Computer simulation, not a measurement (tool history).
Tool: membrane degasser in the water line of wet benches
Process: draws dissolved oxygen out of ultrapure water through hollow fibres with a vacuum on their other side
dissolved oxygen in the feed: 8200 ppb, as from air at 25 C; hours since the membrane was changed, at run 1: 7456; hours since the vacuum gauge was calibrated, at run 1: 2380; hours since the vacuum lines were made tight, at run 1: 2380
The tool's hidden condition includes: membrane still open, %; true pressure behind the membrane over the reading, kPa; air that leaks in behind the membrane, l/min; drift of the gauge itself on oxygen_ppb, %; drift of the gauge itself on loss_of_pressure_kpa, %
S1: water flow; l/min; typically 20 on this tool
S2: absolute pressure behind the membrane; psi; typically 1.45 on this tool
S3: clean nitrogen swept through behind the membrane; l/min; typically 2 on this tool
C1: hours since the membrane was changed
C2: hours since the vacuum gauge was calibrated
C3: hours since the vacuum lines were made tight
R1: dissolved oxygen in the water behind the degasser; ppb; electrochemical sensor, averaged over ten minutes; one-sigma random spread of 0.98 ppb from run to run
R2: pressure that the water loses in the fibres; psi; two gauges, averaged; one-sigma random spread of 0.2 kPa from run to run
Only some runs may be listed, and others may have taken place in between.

run      day  S1    S2    S3     C1    C2    C3     R1     R2
  1        0  20  1.45     2   7456  2380  2380  165.2  6.466
  2    6.858  20  1.45     2   7621  2544  2544  164.9  6.421
  3   10.838  20  1.45     2   7716  2640  2640  164.2  6.428
  4   16.908  16  1.45     2   7862  2785  2785  132.8  5.192
  5   24.096  16  1.45     2   8034  2958  2958  133.9  5.233
  6   28.979  16  1.45     2   8151  3075  3075  133.3  5.171
  7   33.258  16  1.45     2   8254  3178  3178  133.9  5.155
  8   40.917  16  1.45     2   8438  3362  3362  134.4  5.178
  9   49.538  16  3.23     2   8645  3569  3569  361.5  5.198
 10   57.067  16  3.23     2   8826  3749  3749  366.5  5.185
 11   64.742  20  1.45  4.02   9010  3933  3933   88.9  6.443
 12   70.621  20  2.71  4.02   9151  4075  4075  190.6  6.518
 13   74.446  20  2.71  4.02   9243  4166  4166    194  6.511
 14   79.896  20  1.45     2   9373  4297  4297  167.3  6.502
 15   84.188  20  1.45     2   9476  4400  4400  167.1  6.572
 16   90.633  20  1.45     2   9631  4555  4555  167.8  6.522
 17   99.496  12   2.1  4.65   9844  4768  4768   76.6  3.923
 18  103.579  27  0.88   2.5   9942  4866  4866   86.8  8.797
 19  109.621  20  0.99     2  10087  5011  5011   94.2  6.518
 20  115.196  30  1.02  2.97  10221  5144  5144  107.4  9.823
     116.575  -- vacuum gauge calibrated
     119.479  -- seals of the vacuum lines changed
 21  121.871  29  1.45  1.24  10378   125    57    351  9.554
 22  129.529  28  1.45  1.24  10562   309   241  334.4  9.178
 23  136.842  21  1.46  3.36  10738   484   417  108.6  6.924
 24  145.783  20  2.38  1.52  10952   699   631  392.5  6.637
 25  154.454  29  3.02  3.71  11160   907   839  328.5  9.577
 26  158.992  18  1.45     2  11269  1016   948  146.9  5.955
 27  166.892  18  1.45     2  11459  1206  1138  148.2  5.994
 28  173.396  15  1.45     2  11615  1362  1294  124.5  4.972
 29  182.717  15  1.45     2  11839  1585  1518  124.8  4.988
 30  188.292  15  1.45     2  11972  1719  1652  124.9  5.034
 31  192.575  15  1.09  2.94  12075  1822  1754   56.4  5.024

Here are 3 independent what-if runs from the current tool condition. What would each one return?
  A  198.533  15  1.29  3.36  12218  1965  1897   ?   ?
  B  198.533  15  1.38  2.94  12218  1965  1897   ?   ?
  C  198.533  20  1.45  2.73  12218  1965  1897   ?   ?

run     R1     R2
  A   64.9  4.985
  B   82.2  4.969
  C  125.8  6.695
Stripped of hidden state, with their random variation kept, the same runs would have yielded:
run     R1     R2
  A   62.5  4.541
  B   79.5  4.525
  C  121.4  6.102
